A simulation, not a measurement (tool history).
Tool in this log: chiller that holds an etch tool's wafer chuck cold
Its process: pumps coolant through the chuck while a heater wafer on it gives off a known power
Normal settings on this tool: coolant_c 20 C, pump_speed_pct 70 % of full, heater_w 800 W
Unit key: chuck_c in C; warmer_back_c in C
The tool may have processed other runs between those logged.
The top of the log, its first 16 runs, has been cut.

run   hour  coolant_c  pump_speed_pct  heater_w  chuck_c  warmer_back_c
 17  467.5         30              65       472     36.0           1.73
 18  502.1         17              76       794     26.1           2.56
 19  542.2         20              84       800     28.4           2.33
 20  570.9         20              84       800     28.7           2.35
 21  611.9         20              84       800     28.7           2.33
 22  649.2         20              84       800     28.7           2.31
 23  673.0         20              84       800     28.5           2.35
 24  704.8         20              70       780     29.4           2.76
 25  739.6         11              64       485     17.4           1.86
 26  758.9         11              64       485     17.4           1.79
 27  776.3         11              64       485     17.3           1.83
 28  810.8         11              64       485     17.3           1.87
 29  850.4         11              78       704     19.3           2.18
 30  868.7         11              80       773     19.7           2.36
 31  909.4         11              80       773     19.7           2.40
 32  939.7         11              80       773     19.7           2.36

What if the next run were any one of these 3? Each begins from the tool's condition after run 32:
  A  960.4         11              80       446        ?              ?
  B  960.4         14              80       800        ?              ?
  C  960.4         17              70       800        ?              ?

run  chuck_c  warmer_back_c
  A     16.3           1.34
  B     23.2           2.49
  C     26.8           2.72
With the hidden condition removed and each run's random variation left untouched, the same runs would have given:
run  chuck_c  warmer_back_c
  A     15.0           1.29
  B     21.2           2.39
  C     24.7           2.62
